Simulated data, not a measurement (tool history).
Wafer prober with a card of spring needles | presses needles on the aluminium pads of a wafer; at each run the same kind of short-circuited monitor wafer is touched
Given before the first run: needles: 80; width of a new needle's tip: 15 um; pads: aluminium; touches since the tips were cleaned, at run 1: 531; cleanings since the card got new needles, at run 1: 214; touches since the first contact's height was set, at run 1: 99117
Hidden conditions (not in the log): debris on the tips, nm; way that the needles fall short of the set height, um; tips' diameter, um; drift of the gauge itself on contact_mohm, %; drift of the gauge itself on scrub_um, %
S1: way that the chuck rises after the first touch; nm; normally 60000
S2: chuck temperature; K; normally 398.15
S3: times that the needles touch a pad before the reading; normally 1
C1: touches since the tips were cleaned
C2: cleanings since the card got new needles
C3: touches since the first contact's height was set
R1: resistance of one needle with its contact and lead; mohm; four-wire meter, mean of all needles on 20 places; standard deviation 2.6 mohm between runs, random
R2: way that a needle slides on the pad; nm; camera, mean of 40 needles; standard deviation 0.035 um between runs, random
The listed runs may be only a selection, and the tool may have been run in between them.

run 1 day=0.000 | S1=60000 S2=398.15 S3=1 | C1=531 C2=214 C3=99117 | R1=299 R2=9940
-- day=0.162 tips cleaned on abrasive film
-- day=0.325 tips cleaned on abrasive film
-- day=0.529 tips cleaned on abrasive film
-- day=0.692 tips cleaned on abrasive film
-- day=0.896 tips cleaned on abrasive film
-- day=1.058 tips cleaned on abrasive film
-- day=1.262 tips cleaned on abrasive film
-- day=1.425 tips cleaned on abrasive film
-- day=1.629 tips cleaned on abrasive film
-- day=1.792 tips cleaned on abrasive film
-- day=1.954 tips cleaned on abrasive film
-- day=2.158 tips cleaned on abrasive film
-- day=2.329 height of the first contact set anew
-- day=2.375 tips cleaned on abrasive film
-- day=2.579 tips cleaned on abrasive film
run 2 day=2.671 | S1=60000 S2=398.15 S3=1 | C1=1536 C2=228 C3=5507 | R1=303 R2=9970
-- day=2.754 tips cleaned on abrasive film
-- day=2.917 tips cleaned on abrasive film
-- day=3.121 tips cleaned on abrasive film
-- day=3.325 tips cleaned on abrasive film
-- day=3.525 tips cleaned on abrasive film
-- day=3.729 tips cleaned on abrasive film
-- day=3.892 tips cleaned on abrasive film
-- day=4.096 tips cleaned on abrasive film
-- day=4.258 tips cleaned on abrasive film
-- day=4.462 tips cleaned on abrasive film
-- day=4.625 tips cleaned on abrasive film
-- day=4.788 tips cleaned on abrasive film
-- day=4.992 tips cleaned on abrasive film
-- day=5.154 tips cleaned on abrasive film
-- day=5.358 tips cleaned on abrasive film
run 3 day=5.442 | S1=60000 S2=398.15 S3=1 | C1=1350 C2=243 C3=50527 | R1=295 R2=9950
-- day=5.525 tips cleaned on abrasive film
-- day=5.688 tips cleaned on abrasive film
-- day=5.850 tips cleaned on abrasive film
-- day=6.054 tips cleaned on abrasive film
-- day=6.258 tips cleaned on abrasive film
-- day=6.421 tips cleaned on abrasive film
-- day=6.625 tips cleaned on abrasive film
-- day=6.825 tips cleaned on abrasive film
-- day=7.029 tips cleaned on abrasive film
-- day=7.192 tips cleaned on abrasive film
-- day=7.358 tips cleaned on abrasive film
-- day=7.558 tips cleaned on abrasive film
run 4 day=7.650 | S1=60000 S2=398.15 S3=1 | C1=1475 C2=255 C3=86413 | R1=296 R2=10020
-- day=7.733 tips cleaned on abrasive film
-- day=7.896 tips cleaned on abrasive film
-- day=8.058 tips cleaned on abrasive film
-- day=8.262 tips cleaned on abrasive film
-- day=8.467 tips cleaned on abrasive film
-- day=8.629 tips cleaned on abrasive film
-- day=8.792 tips cleaned on abrasive film
-- day=8.996 tips cleaned on abrasive film
-- day=9.158 tips cleaned on abrasive film
-- day=9.321 tips cleaned on abrasive film
-- day=9.821 card fitted with new needles
-- day=10.025 tips cleaned on abrasive film
-- day=10.188 tips cleaned on abrasive film
run 5 day=10.308 | S1=60000 S2=398.15 S3=1 | C1=1985 C2=2 C3=7940 | R1=301 R2=10020
-- day=10.375 tips cleaned on abrasive film
-- day=10.538 tips cleaned on abrasive film
-- day=10.700 tips cleaned on abrasive film
-- day=10.862 tips cleaned on abrasive film
-- day=11.067 tips cleaned on abrasive film
-- day=11.229 tips cleaned on abrasive film
-- day=11.396 tips cleaned on abrasive film
-- day=11.596 tips cleaned on abrasive film
-- day=11.762 tips cleaned on abrasive film
-- day=11.962 tips cleaned on abrasive film
-- day=12.167 tips cleaned on abrasive film
-- day=12.371 tips cleaned on abrasive film
run 6 day=12.521 | S1=41000 S2=398.15 S3=1 | C1=2523 C2=14 C3=43931 | R1=300 R2=6810
-- day=12.567 tips cleaned on abrasive film
-- day=12.767 tips cleaned on abrasive film
-- day=12.971 tips cleaned on abrasive film
-- day=13.175 tips cleaned on abrasive film
-- day=13.338 tips cleaned on abrasive film
-- day=13.500 tips cleaned on abrasive film
-- day=13.667 tips cleaned on abrasive film
-- day=13.867 tips cleaned on abrasive film
-- day=14.071 tips cleaned on abrasive film
-- day=14.275 tips cleaned on abrasive film
-- day=14.438 tips cleaned on abrasive film
run 7 day=14.438 | S1=41000 S2=398.15 S3=1 | C1=15 C2=25 C3=75044 | R1=305 R2=6780
-- day=14.604 tips cleaned on abrasive film
-- day=14.767 tips cleaned on abrasive film
-- day=14.929 tips cleaned on abrasive film
-- day=15.133 tips cleaned on abrasive film
-- day=15.296 tips cleaned on abrasive film
-- day=15.462 tips cleaned on abrasive film
-- day=15.662 tips cleaned on abrasive film
-- day=15.829 tips cleaned on abrasive film
-- day=16.029 tips cleaned on abrasive film
-- day=16.192 tips cleaned on abrasive film
run 8 day=16.258 | S1=41000 S2=398.15 S3=1 | C1=1080 C2=35 C3=104617 | R1=303 R2=6800
-- day=16.383 tips cleaned on abrasive film
-- day=16.583 tips cleaned on abrasive film
-- day=16.788 tips cleaned on abrasive film
-- day=16.992 tips cleaned on abrasive film
-- day=17.154 tips cleaned on abrasive film
-- day=17.317 tips cleaned on abrasive film
-- day=17.521 tips cleaned on abrasive film
-- day=17.683 tips cleaned on abrasive film
-- day=17.888 tips cleaned on abrasive film
-- day=18.092 tips cleaned on abrasive film
-- day=18.262 height of the first contact set anew
-- day=18.308 tips cleaned on abrasive film
-- day=18.471 tips cleaned on abrasive film
-- day=18.671 tips cleaned on abrasive film
-- day=18.838 tips cleaned on abrasive film
-- day=19.000 tips cleaned on abrasive film
-- day=19.204 tips cleaned on abrasive film
-- day=19.404 tips cleaned on abrasive film
run 9 day=19.558 | S1=60000 S2=301.15 S3=1 | C1=2557 C2=52 C3=21084 | R1=271 R2=10010
-- day=19.604 tips cleaned on abrasive film
-- day=19.808 tips cleaned on abrasive film
-- day=20.008 tips cleaned on abrasive film
-- day=20.212 tips cleaned on abrasive film
-- day=20.417 tips cleaned on abrasive film
-- day=20.579 tips cleaned on abrasive film
-- day=20.783 tips cleaned on abrasive film
-- day=20.946 tips cleaned on abrasive film
-- day=21.108 tips cleaned on abrasive film
-- day=21.312 tips cleaned on abrasive film
-- day=21.475 tips cleaned on abrasive film
-- day=21.679 tips cleaned on abrasive film
run 10 day=21.721 | S1=60000 S2=324.15 S3=2 | C1=668 C2=64 C3=56158 | R1=283 R2=9930
-- day=21.842 tips cleaned on abrasive film
-- day=22.004 tips cleaned on abrasive film
-- day=22.208 tips cleaned on abrasive film
-- day=22.412 tips cleaned on abrasive film
-- day=22.617 tips cleaned on abrasive film
-- day=22.817 tips cleaned on abrasive film
-- day=22.983 tips cleaned on abrasive film
-- day=23.183 tips cleaned on abrasive film
-- day=23.388 tips cleaned on abrasive film
-- day=23.550 tips cleaned on abrasive film
-- day=23.754 tips cleaned on abrasive film
-- day=23.917 tips cleaned on abrasive film
-- day=24.121 tips cleaned on abrasive film
-- day=24.325 tips cleaned on abrasive film
-- day=24.529 tips cleaned on abrasive film
-- day=24.729 tips cleaned on abrasive film
-- day=24.892 tips cleaned on abrasive film
-- day=25.096 tips cleaned on abrasive film
run 11 day=25.217 | S1=60000 S2=324.15 S3=2 | C1=2022 C2=82 C3=113100 | R1=280 R2=10050
-- day=25.262 tips cleaned on abrasive film
-- day=25.425 tips cleaned on abrasive film
-- day=25.588 tips cleaned on abrasive film
-- day=25.792 tips cleaned on abrasive film
-- day=25.996 tips cleaned on abrasive film
-- day=26.158 tips cleaned on abrasive film
-- day=26.321 tips cleaned on abrasive film
-- day=26.525 tips cleaned on abrasive film
-- day=26.688 tips cleaned on abrasive film
-- day=26.700 height of the first contact set anew
-- day=26.862 tips cleaned on abrasive film
-- day=27.067 tips cleaned on abrasive film
run 12 day=27.092 | S1=60000 S2=324.15 S3=2 | C1=426 C2=93 C3=6381 | R1=279 R2=9990
-- day=27.254 tips cleaned on abrasive film
-- day=27.417 tips cleaned on abrasive film
-- day=27.621 tips cleaned on abrasive film
-- day=27.783 tips cleaned on abrasive film
-- day=27.988 tips cleaned on abrasive film
-- day=28.192 tips cleaned on abrasive film
-- day=28.354 tips cleaned on abrasive film
-- day=28.558 tips cleaned on abrasive film
-- day=28.762 tips cleaned on abrasive film
-- day=28.962 tips cleaned on abrasive film
-- day=29.167 tips cleaned on abrasive film
-- day=29.371 tips cleaned on abrasive film
-- day=29.575 tips cleaned on abrasive film
-- day=29.738 tips cleaned on abrasive film
-- day=29.942 tips cleaned on abrasive film
-- day=30.142 tips cleaned on abrasive film
-- day=30.346 tips cleaned on abrasive film
-- day=30.550 tips cleaned on abrasive film
run 13 day=30.596 | S1=60000 S2=300.15 S3=2 | C1=775 C2=111 C3=63396 | R1=273 R2=9980
-- day=30.721 tips cleaned on abrasive film
-- day=30.921 tips cleaned on abrasive film
-- day=31.125 tips cleaned on abrasive film
-- day=31.288 tips cleaned on abrasive film
-- day=31.492 tips cleaned on abrasive film
-- day=31.696 tips cleaned on abrasive film
-- day=31.900 tips cleaned on abrasive film
-- day=32.062 tips cleaned on abrasive film
run 14 day=32.088 | S1=46000 S2=398.15 S3=2 | C1=455 C2=119 C3=87671 | R1=304 R2=7680
-- day=32.254 tips cleaned on abrasive film
-- day=32.417 tips cleaned on abrasive film
-- day=32.579 tips cleaned on abrasive film
-- day=32.783 tips cleaned on abrasive film
-- day=32.983 tips cleaned on abrasive film
-- day=33.188 tips cleaned on abrasive film
-- day=33.392 tips cleaned on abrasive film
-- day=33.554 tips cleaned on abrasive film
-- day=33.758 tips cleaned on abrasive film
-- day=33.962 tips cleaned on abrasive film
-- day=34.162 tips cleaned on abrasive film
-- day=34.329 tips cleaned on abrasive film
-- day=34.492 tips cleaned on abrasive film
-- day=34.654 tips cleaned on abrasive film
-- day=34.858 tips cleaned on abrasive film
-- day=35.058 tips cleaned on abrasive film
-- day=35.112 height of the first contact set anew
-- day=35.238 tips cleaned on abrasive film
run 15 day=35.362 | S1=73000 S2=398.15 S3=2 | C1=2091 C2=136 C3=4076 | R1=299 R2=12170

Predict each of these 3 candidate next runs independently; none follows another, all start after run 15:
-- day=35.404 tips cleaned on abrasive film
-- day=35.571 tips cleaned on abrasive film
-- day=35.733 tips cleaned on abrasive film
-- day=35.938 tips cleaned on abrasive film
-- day=36.138 tips cleaned on abrasive film
-- day=36.300 tips cleaned on abrasive film
-- day=36.504 tips cleaned on abrasive film
-- day=36.667 tips cleaned on abrasive film
-- day=36.871 tips cleaned on abrasive film
run A day=36.871 | S1=48000 S2=357.15 S3=1 | C1=0 C2=145 C3=28556 | R1=? R2=?
-- day=35.404 tips cleaned on abrasive film
-- day=35.571 tips cleaned on abrasive film
-- day=35.733 tips cleaned on abrasive film
-- day=35.938 tips cleaned on abrasive film
-- day=36.138 tips cleaned on abrasive film
-- day=36.300 tips cleaned on abrasive film
-- day=36.504 tips cleaned on abrasive film
-- day=36.667 tips cleaned on abrasive film
-- day=36.871 tips cleaned on abrasive film
run B day=36.871 | S1=46000 S2=345.15 S3=2 | C1=0 C2=145 C3=28556 | R1=? R2=?
-- day=35.404 tips cleaned on abrasive film
-- day=35.571 tips cleaned on abrasive film
-- day=35.733 tips cleaned on abrasive film
-- day=35.938 tips cleaned on abrasive film
-- day=36.138 tips cleaned on abrasive film
-- day=36.300 tips cleaned on abrasive film
-- day=36.504 tips cleaned on abrasive film
-- day=36.667 tips cleaned on abrasive film
-- day=36.871 tips cleaned on abrasive film
run C day=36.871 | S1=54000 S2=398.15 S3=2 | C1=0 C2=145 C3=28556 | R1=? R2=?

run=A R1=282 R2=8030
run=B R1=287 R2=7740
run=C R1=297 R2=9030
Without the tool's unlogged condition, the same runs would have read:
run=A R1=282 R2=7980
run=B R1=287 R2=7690
run=C R1=297 R2=8980
